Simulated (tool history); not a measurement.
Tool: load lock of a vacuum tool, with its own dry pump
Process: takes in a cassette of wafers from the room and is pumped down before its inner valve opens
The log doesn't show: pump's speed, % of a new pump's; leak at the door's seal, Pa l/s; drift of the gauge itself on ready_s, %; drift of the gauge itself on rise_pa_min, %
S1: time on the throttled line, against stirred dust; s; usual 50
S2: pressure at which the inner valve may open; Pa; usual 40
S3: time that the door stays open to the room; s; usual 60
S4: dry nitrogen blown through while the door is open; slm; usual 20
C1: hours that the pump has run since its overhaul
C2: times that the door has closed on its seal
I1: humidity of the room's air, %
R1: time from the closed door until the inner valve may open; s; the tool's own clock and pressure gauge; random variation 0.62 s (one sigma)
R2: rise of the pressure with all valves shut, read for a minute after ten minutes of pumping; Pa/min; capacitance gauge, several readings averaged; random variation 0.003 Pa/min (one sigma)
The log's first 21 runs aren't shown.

| run | hour | S1 | S2 | S3 | S4 | C1 | C2 | I1 | R1 | R2 |
|---|---|---|---|---|---|---|---|---|---|---|
| 22 | 1598.9 | 45 | 30 | 55 | 14 | 1734 | 17363 | 43.6 | 89.9 | 0.421 |
| 23 | 1704.9 | 45 | 30 | 55 | 15 | 1840 | 17790 | 43.9 | 88.9 | 0.439 |
| 24 | 1757.9 | 50 | 50 | 172 | 20 | 1893 | 18004 | 46.3 | 89.8 | 0.464 |
| 25 | 1804.7 | 41 | 40 | 60 | 20 | 1940 | 18193 | 45.7 | 85.9 | 0.458 |
| 26 | 1896.7 | 41 | 40 | 60 | 20 | 2032 | 18564 | 45.7 | 85.5 | 0.466 |
| 27 | 1972.5 | 32 | 71 | 106 | 15 | 2108 | 18870 | 45.2 | 74.4 | 0.496 |
| 28 | 2072.1 | 39 | 43 | 57 | 18 | 2208 | 19272 | 44.7 | 83.2 | 0.494 |
| 29 | 2128.4 | 39 | 43 | 57 | 18 | 2264 | 19499 | 45.7 | 83.7 | 0.511 |
| 30 | 2215.3 | 39 | 43 | 57 | 18 | 2351 | 19849 | 44.6 | 82.6 | 0.536 |
| 31 | 2282.3 | 78 | 50 | 60 | 20 | 2418 | 20120 | 43.2 | 112 | 0.544 |
| 32 | 2373.9 | 78 | 50 | 60 | 20 | 2509 | 20489 | 46.8 | 111.6 | 0.552 |
| 33 | 2462.1 | 30 | 40 | 49 | 20 | 2598 | 20845 | 47.2 | 78 | 0.568 |
| 34 | 2539.4 | 50 | 40 | 57 | 20 | 2675 | 21157 | 45.5 | 92.8 | 0.591 |
|  | 2563.8 | door's seal changed, seat wiped |
| 35 | 2591 | 50 | 40 | 57 | 20 | 2725 | 110 | 51.1 | 93.4 | 0.02 |

Forecast each of these 5 alternatives for the next run:
| A | 2669.2 | 84 | 55 | 60 | 20 | 2803 | 425 | 44.3 | ? | ? |
| B | 2669.2 | 39 | 40 | 50 | 32 | 2803 | 425 | 49.3 | ? | ? |
| C | 2669.2 | 52 | 35 | 60 | 5 | 2803 | 425 | 44 | ? | ? |
| D | 2669.2 | 50 | 50 | 60 | 20 | 2803 | 425 | 44.1 | ? | ? |
| E | 2669.2 | 50 | 40 | 57 | 31 | 2803 | 425 | 44.9 | ? | ? |

| run | R1 | R2 |
|---|---|---|
| A | 117 | 0.022 |
| B | 84.9 | 0.019 |
| C | 94.8 | 0.032 |
| D | 90.8 | 0.021 |
| E | 91.7 | 0.017 |
Without the tool's hidden state the same runs would have given:
| run | R1 | R2 |
|---|---|---|
| A | 115.4 | 0.019 |
| B | 82.7 | 0.017 |
| C | 92.7 | 0.03 |
| D | 88.8 | 0.018 |
| E | 89.6 | 0.014 |
